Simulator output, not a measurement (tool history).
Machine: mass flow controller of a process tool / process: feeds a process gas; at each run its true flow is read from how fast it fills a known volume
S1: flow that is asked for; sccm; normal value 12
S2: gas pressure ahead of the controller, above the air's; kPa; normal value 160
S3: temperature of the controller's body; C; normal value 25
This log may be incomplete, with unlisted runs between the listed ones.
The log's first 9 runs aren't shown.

{"run": 10, "hour": 545.7, "S1": 12, "S2": 160, "S3": 25, "true flow (%)": 99.91}
{"run": 11, "hour": 589.5, "S1": 2, "S2": 160, "S3": 25, "true flow (%)": 100.32}
{"run": 12, "hour": 671.3, "S1": 2, "S2": 160, "S3": 25, "true flow (%)": 100.46}
{"run": 13, "hour": 752.9, "S1": 2, "S2": 174, "S3": 25, "true flow (%)": 100.24}
{"run": 14, "hour": 796.4, "S1": 2, "S2": 174, "S3": 25, "true flow (%)": 100.45}
{"run": 15, "hour": 838.3, "S1": 2, "S2": 174, "S3": 25, "true flow (%)": 100.42}
{"run": 16, "hour": 873.2, "S1": 17, "S2": 160, "S3": 25, "true flow (%)": 100.32}
{"run": 17, "hour": 951.6, "S1": 17, "S2": 160, "S3": 25, "true flow (%)": 100.46}
{"run": 18, "hour": 989.7, "S1": 17, "S2": 261, "S3": 25, "true flow (%)": 99.76}
{"run": 19, "hour": 1034.7, "S1": 17, "S2": 261, "S3": 25, "true flow (%)": 99.8}

Predict the results of run 20:
{"run": 20, "hour": 1107.1, "S1": 5, "S2": 237, "S3": 25, "true flow (%)": "?"}

{"run 20": {"true flow (%)": 99.24}}
On a tool with no hidden condition, and with the same random variation, this run would have come out at true flow (%) 98.33.

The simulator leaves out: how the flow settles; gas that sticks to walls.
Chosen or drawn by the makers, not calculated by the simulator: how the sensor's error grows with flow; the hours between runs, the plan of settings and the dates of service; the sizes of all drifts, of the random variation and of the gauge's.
